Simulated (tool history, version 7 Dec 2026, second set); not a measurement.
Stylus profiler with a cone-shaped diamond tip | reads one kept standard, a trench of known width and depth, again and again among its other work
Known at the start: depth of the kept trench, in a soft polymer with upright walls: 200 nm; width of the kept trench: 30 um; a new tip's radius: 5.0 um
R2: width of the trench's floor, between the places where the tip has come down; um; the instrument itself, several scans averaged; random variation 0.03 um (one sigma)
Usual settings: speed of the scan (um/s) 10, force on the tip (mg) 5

run 1 hour=0 | speed_of_the_scan_(um/s)=10 force_on_the_tip_(mg)=5 | depth_of_the_trench_(Å)=2048.3 R2=26.36
run 2 hour=84.2 | speed_of_the_scan_(um/s)=10 force_on_the_tip_(mg)=5 | depth_of_the_trench_(Å)=2049.1 R2=26.29
run 3 hour=130.1 | speed_of_the_scan_(um/s)=33 force_on_the_tip_(mg)=5 | depth_of_the_trench_(Å)=2048.3 R2=26.06
run 4 hour=222.2 | speed_of_the_scan_(um/s)=33 force_on_the_tip_(mg)=5 | depth_of_the_trench_(Å)=2048.5 R2=26.05
run 5 hour=296 | speed_of_the_scan_(um/s)=10 force_on_the_tip_(mg)=2.33 | depth_of_the_trench_(Å)=2027.6 R2=26.1
run 6 hour=356 | speed_of_the_scan_(um/s)=10 force_on_the_tip_(mg)=7 | depth_of_the_trench_(Å)=2062.4 R2=26.04
run 7 hour=416.5 | speed_of_the_scan_(um/s)=10 force_on_the_tip_(mg)=7 | depth_of_the_trench_(Å)=2059.9 R2=26.04
run 8 hour=454.4 | speed_of_the_scan_(um/s)=10 force_on_the_tip_(mg)=7 | depth_of_the_trench_(Å)=2060.7 R2=25.89
run 9 hour=539 | speed_of_the_scan_(um/s)=10 force_on_the_tip_(mg)=7 | depth_of_the_trench_(Å)=2060.8 R2=25.89
-- hour=544.6 height scale calibrated on a step standard
run 10 hour=615.5 | speed_of_the_scan_(um/s)=6 force_on_the_tip_(mg)=12.97 | depth_of_the_trench_(Å)=2090.2 R2=25.89
run 11 hour=661.6 | speed_of_the_scan_(um/s)=11 force_on_the_tip_(mg)=1.76 | depth_of_the_trench_(Å)=2014.5 R2=25.72
run 12 hour=730.9 | speed_of_the_scan_(um/s)=11 force_on_the_tip_(mg)=5 | depth_of_the_trench_(Å)=2041.2 R2=25.75
run 13 hour=782.8 | speed_of_the_scan_(um/s)=30 force_on_the_tip_(mg)=5 | depth_of_the_trench_(Å)=2043.1 R2=25.62
-- hour=821 height scale calibrated on a step standard, once more
run 14 hour=852.2 | speed_of_the_scan_(um/s)=30 force_on_the_tip_(mg)=5 | depth_of_the_trench_(Å)=2052.5 R2=25.54
run 15 hour=902.6 | speed_of_the_scan_(um/s)=30 force_on_the_tip_(mg)=5 | depth_of_the_trench_(Å)=2055.9 R2=25.53
run 16 hour=976.4 | speed_of_the_scan_(um/s)=10 force_on_the_tip_(mg)=1.86 | depth_of_the_trench_(Å)=2028.6 R2=25.58
run 17 hour=1022 | speed_of_the_scan_(um/s)=10 force_on_the_tip_(mg)=1.86 | depth_of_the_trench_(Å)=2028 R2=25.51

5 ways to go on from here, each from the tool as it stands after run 17. What would each give?
run A hour=1093.1 | speed_of_the_scan_(um/s)=2 force_on_the_tip_(mg)=13.93 | depth_of_the_trench_(Å)=? R2=?
run B hour=1093.1 | speed_of_the_scan_(um/s)=2 force_on_the_tip_(mg)=5.05 | depth_of_the_trench_(Å)=? R2=?
run C hour=1093.1 | speed_of_the_scan_(um/s)=3 force_on_the_tip_(mg)=2.95 | depth_of_the_trench_(Å)=? R2=?
run D hour=1093.1 | speed_of_the_scan_(um/s)=7 force_on_the_tip_(mg)=3.66 | depth_of_the_trench_(Å)=? R2=?
run E hour=1093.1 | speed_of_the_scan_(um/s)=4 force_on_the_tip_(mg)=2.92 | depth_of_the_trench_(Å)=? R2=?

run=A depth_of_the_trench_(Å)=2108.8 R2=25.53
run=B depth_of_the_trench_(Å)=2054.1 R2=25.56
run=C depth_of_the_trench_(Å)=2039.8 R2=25.51
run=D depth_of_the_trench_(Å)=2043.1 R2=25.52
run=E depth_of_the_trench_(Å)=2037.5 R2=25.57
Without the tool's hidden state the same runs would have given:
run=A depth_of_the_trench_(Å)=2110.1 R2=27.17
run=B depth_of_the_trench_(Å)=2055.3 R2=27.2
run=C depth_of_the_trench_(Å)=2041 R2=27.15
run=D depth_of_the_trench_(Å)=2044.3 R2=27.16
run=E depth_of_the_trench_(Å)=2038.7 R2=27.21

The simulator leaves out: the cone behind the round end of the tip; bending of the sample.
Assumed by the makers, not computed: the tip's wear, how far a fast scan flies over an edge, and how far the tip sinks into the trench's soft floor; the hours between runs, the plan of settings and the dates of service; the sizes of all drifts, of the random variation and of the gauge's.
